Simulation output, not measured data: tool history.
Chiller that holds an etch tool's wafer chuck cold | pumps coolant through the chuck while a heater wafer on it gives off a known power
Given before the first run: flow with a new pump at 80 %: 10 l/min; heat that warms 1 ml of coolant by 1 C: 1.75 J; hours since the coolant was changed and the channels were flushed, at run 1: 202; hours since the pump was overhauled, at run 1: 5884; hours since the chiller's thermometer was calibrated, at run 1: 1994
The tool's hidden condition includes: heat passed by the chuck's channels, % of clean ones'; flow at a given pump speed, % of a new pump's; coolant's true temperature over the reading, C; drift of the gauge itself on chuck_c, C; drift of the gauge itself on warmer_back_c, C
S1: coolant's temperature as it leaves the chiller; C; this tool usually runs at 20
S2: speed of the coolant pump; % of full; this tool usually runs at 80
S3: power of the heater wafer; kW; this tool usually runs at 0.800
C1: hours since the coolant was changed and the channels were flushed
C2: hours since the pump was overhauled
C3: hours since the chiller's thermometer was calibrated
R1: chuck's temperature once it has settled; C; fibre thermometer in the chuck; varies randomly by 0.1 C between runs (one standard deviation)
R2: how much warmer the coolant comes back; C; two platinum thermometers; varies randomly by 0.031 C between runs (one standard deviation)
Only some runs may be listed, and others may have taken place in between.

run,hour,S1,S2,S3,C1,C2,C3,R1,R2
1,0.0,20,80,0.800,202,5884,1994,28.0,3.36
2,95.9,20,80,0.800,298,5980,2090,28.2,3.37
3,200.0,20,80,0.806,402,6084,2194,28.3,3.41
4,296.0,20,80,0.806,498,6180,2290,28.2,3.32
# hour 406.9: coolant pump overhauled
5,485.7,20,99,0.800,683,79,2475,26.6,2.18
6,579.2,20,99,0.800,777,172,2568,26.5,2.26
7,785.6,20,99,0.800,983,379,2775,26.7,2.26
8,980.4,20,99,0.800,1178,574,2970,26.8,2.28
9,1080.9,25,90,0.842,1278,674,3070,32.2,2.60
10,1225.6,20,67,0.515,1423,819,3215,25.6,2.20
11,1414.6,25,76,0.492,1612,1008,3404,30.1,1.83
12,1563.0,25,76,0.492,1760,1156,3552,30.0,1.85
13,1703.6,12,72,1.143,1901,1297,3693,23.6,4.62
14,1797.5,12,91,0.866,1995,1391,3787,19.8,2.78
15,1937.2,12,91,0.866,2135,1530,3926,20.2,2.74
16,2028.7,11,80,0.668,2226,1622,4018,17.7,2.45

Results for each run, recomputed without the tool's hidden state and with each run's random variation untouched:
run,R1,R2
1,27.0,2.77
2,27.1,2.77
3,27.2,2.79
4,27.0,2.69
5,26.3,2.16
6,26.2,2.24
7,26.3,2.22
8,26.3,2.22
9,31.7,2.53
10,25.1,2.13
11,29.6,1.76
12,29.5,1.77
13,22.5,4.41
14,18.9,2.64
15,19.2,2.59
16,16.8,2.31
